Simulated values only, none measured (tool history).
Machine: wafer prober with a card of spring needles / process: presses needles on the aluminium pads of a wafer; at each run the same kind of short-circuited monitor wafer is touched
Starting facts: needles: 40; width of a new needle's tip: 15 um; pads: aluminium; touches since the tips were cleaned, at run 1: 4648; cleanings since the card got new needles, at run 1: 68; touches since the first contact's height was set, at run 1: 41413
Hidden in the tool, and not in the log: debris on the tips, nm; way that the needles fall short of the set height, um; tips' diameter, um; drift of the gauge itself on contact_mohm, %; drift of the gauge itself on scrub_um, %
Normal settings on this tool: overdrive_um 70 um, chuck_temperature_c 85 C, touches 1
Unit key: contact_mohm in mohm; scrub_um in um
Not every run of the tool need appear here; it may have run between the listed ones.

run   hour  overdrive_um  chuck_temperature_c  touches  touches since the tips were cleaned  cleanings since the card got new needles  touches since the first contact's height was set  contact_mohm  scrub_um
  1    0.0            70                   85        1                                 4648                                        68                                             41413           361     13.70
       4.6  -- tips cleaned on abrasive film
      25.1  -- tips cleaned on abrasive film
      44.6  -- tips cleaned on abrasive film
  2   46.5            70                   85        1                                  503                                        71                                             53425           300     13.66
      63.1  -- tips cleaned on abrasive film
      82.0  -- tips cleaned on abrasive film
  3   99.2            70                   85        1                                 4470                                        73                                             67052           360     13.64
     103.7  -- tips cleaned on abrasive film
     125.1  -- tips cleaned on abrasive film
  4  131.5            70                   85        1                                 1658                                        75                                             75383           324     13.65
     146.6  -- tips cleaned on abrasive film
     168.0  -- tips cleaned on abrasive film
     190.8  -- tips cleaned on abrasive film
  5  192.5            70                   85        1                                  434                                        78                                             91139           296     13.51
     210.3  -- tips cleaned on abrasive film
     229.7  -- tips cleaned on abrasive film
  6  246.8            70                   85        3                                 4433                                        80                                            105198           314     13.59
     251.4  -- tips cleaned on abrasive film
     255.5  -- height of the first contact set anew
     270.8  -- tips cleaned on abrasive film
  7  280.3            83                   29        2                                 2457                                        82                                              6411           292     16.37
     289.3  -- tips cleaned on abrasive film
     310.6  -- tips cleaned on abrasive film
     329.7  -- tips cleaned on abrasive film
  8  329.7            84                   54        2                                    0                                        85                                             19167           270     16.49
     351.2  -- tips cleaned on abrasive film
     369.9  -- tips cleaned on abrasive film
  9  379.2            90                  105        1                                 2419                                        87                                             31965           313     17.74
     391.8  -- tips cleaned on abrasive film
     412.4  -- tips cleaned on abrasive film
 10  412.4            67                  111        2                                    0                                        89                                             40551           294     13.12
     432.6  -- tips cleaned on abrasive film
 11  441.0            67                  111        2                                 2183                                        90                                             47949           318     13.09

Below are 4 alternative next runs, each starting from the tool's condition after run 11. Predict each:
     451.6  -- tips cleaned on abrasive film
     473.3  -- tips cleaned on abrasive film
  A  483.6            76                   85        1                                 2660                                        92                                             58950             ?         ?
     451.6  -- tips cleaned on abrasive film
     473.3  -- tips cleaned on abrasive film
  B  483.6            89                   77        1                                 2660                                        92                                             58950             ?         ?
     451.6  -- tips cleaned on abrasive film
     473.3  -- tips cleaned on abrasive film
  C  483.6            88                   28        1                                 2660                                        92                                             58950             ?         ?
     451.6  -- tips cleaned on abrasive film
     473.3  -- tips cleaned on abrasive film
  D  483.6            85                   46        3                                 2660                                        92                                             58950             ?         ?

run  contact_mohm  scrub_um
  A           329     14.90
  B           310     17.47
  C           302     17.16
  D           284     16.69
What these runs would have given with no unlogged condition in the tool:
run  contact_mohm  scrub_um
  A           276     15.07
  B           270     17.63
  C           258     17.33
  D           266     16.86
